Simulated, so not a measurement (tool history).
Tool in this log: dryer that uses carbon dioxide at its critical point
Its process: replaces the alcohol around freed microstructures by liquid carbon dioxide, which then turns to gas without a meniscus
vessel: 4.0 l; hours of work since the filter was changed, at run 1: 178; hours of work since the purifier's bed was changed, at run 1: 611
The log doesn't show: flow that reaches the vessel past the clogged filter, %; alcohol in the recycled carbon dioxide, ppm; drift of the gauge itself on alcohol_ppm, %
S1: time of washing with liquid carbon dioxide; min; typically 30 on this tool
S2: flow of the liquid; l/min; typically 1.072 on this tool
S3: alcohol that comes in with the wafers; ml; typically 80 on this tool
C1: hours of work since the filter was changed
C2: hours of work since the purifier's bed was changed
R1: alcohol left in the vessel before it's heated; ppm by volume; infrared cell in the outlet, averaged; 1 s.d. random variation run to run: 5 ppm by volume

{"run": 1, "hour": 0.0, "S1": 30, "S2": 1.072, "S3": 80, "C1": 178, "C2": 611, "R1": 171}
{"run": 2, "hour": 19.4, "S1": 30, "S2": 1.072, "S3": 80, "C1": 193, "C2": 626, "R1": 181}
{"run": 3, "hour": 39.0, "S1": 30, "S2": 1.072, "S3": 80, "C1": 209, "C2": 642, "R1": 188}
{"run": 4, "hour": 60.8, "S1": 30, "S2": 1.072, "S3": 80, "C1": 226, "C2": 659, "R1": 205}
{"run": 5, "hour": 77.4, "S1": 30, "S2": 1.072, "S3": 80, "C1": 239, "C2": 672, "R1": 205}
{"run": 6, "hour": 109.0, "S1": 29, "S2": 1.04, "S3": 85, "C1": 264, "C2": 697, "R1": 235}
{"run": 7, "hour": 133.9, "S1": 29, "S2": 1.04, "S3": 85, "C1": 283, "C2": 716, "R1": 242}
{"run": 8, "hour": 164.1, "S1": 30, "S2": 1.33, "S3": 80, "C1": 307, "C2": 740, "R1": 173}
{"run": 9, "hour": 197.2, "S1": 32, "S2": 1.65, "S3": 35, "C1": 333, "C2": 766, "R1": 162}
{"run": 10, "hour": 227.9, "S1": 32, "S2": 1.65, "S3": 35, "C1": 357, "C2": 790, "R1": 175}

Subtracting, for every run, the result it would have given without the tool's unlogged condition from the measured result gives the following. The same run-to-run variation enters both numbers; the gauge's scatter may not:
run=1 R1=+135
run=2 R1=+140
run=3 R1=+144
run=4 R1=+150
run=5 R1=+152
run=6 R1=+170
run=7 R1=+174
run=8 R1=+158
run=9 R1=+157
run=10 R1=+164

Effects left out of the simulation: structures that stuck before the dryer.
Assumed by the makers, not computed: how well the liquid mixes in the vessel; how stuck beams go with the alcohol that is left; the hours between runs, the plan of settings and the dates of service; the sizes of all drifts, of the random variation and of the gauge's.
